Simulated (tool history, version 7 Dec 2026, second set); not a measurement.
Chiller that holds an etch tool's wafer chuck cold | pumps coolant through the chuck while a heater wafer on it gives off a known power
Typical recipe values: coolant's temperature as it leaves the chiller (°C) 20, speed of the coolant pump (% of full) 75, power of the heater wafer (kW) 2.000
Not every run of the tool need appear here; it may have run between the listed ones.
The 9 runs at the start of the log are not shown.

run,hour,coolant's temperature as it leaves the chiller (°C),speed of the coolant pump (% of full),power of the heater wafer (kW),hours since the coolant was changed and the channels were flushed,hours since the pump was overhauled,hours since the chiller's thermometer was calibrated,chuck's temperature once it has settled (°C),how much warmer the coolant comes back (C)
10,1071.3,20,90,2.000,2566,2065,2316,38.3,8.76
11,1246.7,20,90,2.000,2742,2241,2491,38.5,8.77
12,1340.8,20,75,2.000,2836,2335,2585,41.5,10.50
13,1421.8,20,81,2.000,2917,2416,2666,40.2,9.74
14,1514.7,20,81,2.000,3010,2509,2759,40.3,9.81
15,1608.8,20,81,2.000,3104,2603,2853,40.4,9.85
16,1767.5,20,81,2.000,3263,2761,3012,40.6,9.90
17,1932.1,19,73,2.285,3427,2926,3177,44.8,12.47
18,2010.6,19,76,2.374,3506,3004,3255,45.2,12.58
19,2129.3,12,65,2.374,3624,3123,3374,41.7,14.76
20,2289.6,15,75,1.375,3785,3284,3534,30.7,7.42
21,2463.0,15,75,1.375,3958,3457,3708,31.0,7.49
22,2625.1,15,75,1.375,4120,3619,3870,31.2,7.45
23,2773.2,15,75,1.375,4268,3767,4018,31.2,7.56
# hour 2900.6: coolant changed, channels flushed
24,2947.3,10,81,1.375,47,3935,4186,24.1,7.06
25,3040.0,20,97,1.512,139,4028,4278,33.6,6.46
26,3142.6,24,98,1.512,242,4130,4381,37.5,6.50
27,3289.3,20,75,1.714,389,4277,4528,38.9,9.62
28,3470.1,20,75,1.714,569,4458,4709,39.3,9.58
# hour 3511.0: chiller's thermometer calibrated
29,3651.2,20,75,1.714,750,4638,140,38.4,9.69
30,3755.5,20,76,2.336,854,4742,245,44.9,12.95
31,3915.1,15,67,2.582,1014,4902,404,45.9,16.46

Alternative continuations, all from the tool just after run 31; predict every row:
# hour 4034.7: coolant pump overhauled
A,4078.9,11,75,2.101,1172,44,563,?,?
# hour 4034.7: coolant pump overhauled
B,4078.9,20,97,1.601,1172,44,563,?,?
# hour 4034.7: coolant pump overhauled
C,4078.9,18,86,1.869,1172,44,563,?,?

run,chuck's temperature once it has settled (°C),how much warmer the coolant comes back (C)
A,31.7,10.48
B,32.9,6.20
C,34.4,8.12
Without the tool's hidden state the same runs would have given:
run,chuck's temperature once it has settled (°C),how much warmer the coolant comes back (C)
A,31.2,10.48
B,32.5,6.20
C,34.0,8.12
